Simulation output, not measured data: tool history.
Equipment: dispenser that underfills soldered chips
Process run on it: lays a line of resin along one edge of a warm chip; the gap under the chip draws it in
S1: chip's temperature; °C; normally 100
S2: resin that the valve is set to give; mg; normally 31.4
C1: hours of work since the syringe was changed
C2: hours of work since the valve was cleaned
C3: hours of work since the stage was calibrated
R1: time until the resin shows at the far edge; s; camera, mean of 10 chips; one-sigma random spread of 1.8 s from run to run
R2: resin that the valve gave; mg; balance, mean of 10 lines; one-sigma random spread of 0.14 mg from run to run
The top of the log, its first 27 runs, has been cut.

Run 28, hour 88.3: usual settings but S1 106 °C, S2 38.2 mg; C1 11; C2 8; C3 168. Result: R1 254.5 s, R2 38.14 mg.
At hour 88.9: new syringe of resin.
Run 29, hour 92.5: usual settings but S1 106 °C; C1 3; C2 11; C3 171. Result: R1 170.2 s, R2 31.01 mg.
Run 30, hour 94.9: usual settings but S1 106 °C; C1 4; C2 13; C3 173. Result: R1 187.2 s, R2 31.08 mg.
Run 31, hour 96.8: usual settings but S1 93 °C, S2 32.2 mg; C1 6; C2 14; C3 174. Result: R1 296.7 s, R2 31.90 mg.
Run 32, hour 98.7: usual settings but S1 96 °C; C1 7; C2 15; C3 175. Result: R1 304.3 s, R2 30.92 mg.
Run 33, hour 102.2: usual settings but S1 96 °C, S2 26.9 mg; C1 10; C2 18; C3 178. Result: R1 350.2 s, R2 26.53 mg.
At hour 104.6: new syringe of resin.
Run 34, hour 105.4: usual settings but S1 113 °C, S2 28.3 mg; C1 1; C2 20; C3 180. Result: R1 119.9 s, R2 27.93 mg.
Run 35, hour 108.7: usual settings but S1 96 °C, S2 27.4 mg; C1 3; C2 22; C3 182. Result: R1 246.2 s, R2 26.85 mg.
Run 36, hour 111.9: usual settings but S2 33.6 mg; C1 5; C2 25; C3 185. Result: R1 241.1 s, R2 33.19 mg.

Forecast each of these 4 alternatives for the next run:
Run A, hour 116.1: usual settings but S1 113 °C, S2 38.0 mg; C1 8; C2 28; C3 188. Result: R1 ?, R2 ?.
Run B, hour 116.1: usual settings but S1 112 °C, S2 33.1 mg; C1 8; C2 28; C3 188. Result: R1 ?, R2 ?.
Run C, hour 116.1: usual settings but S1 88 °C, S2 40.5 mg; C1 8; C2 28; C3 188. Result: R1 ?, R2 ?.
Run D, hour 116.1: usual settings but S1 93 °C, S2 27.9 mg; C1 8; C2 28; C3 188. Result: R1 ?, R2 ?.

run     R1     R2
  A  182.2  37.23
  B  186.0  32.39
  C  416.1  39.55
  D  360.5  27.34
With no hidden state in the tool, these same runs would have given:
run     R1     R2
  A  118.5  38.09
  B  120.8  33.14
  C  271.2  40.46
  D  234.0  27.97

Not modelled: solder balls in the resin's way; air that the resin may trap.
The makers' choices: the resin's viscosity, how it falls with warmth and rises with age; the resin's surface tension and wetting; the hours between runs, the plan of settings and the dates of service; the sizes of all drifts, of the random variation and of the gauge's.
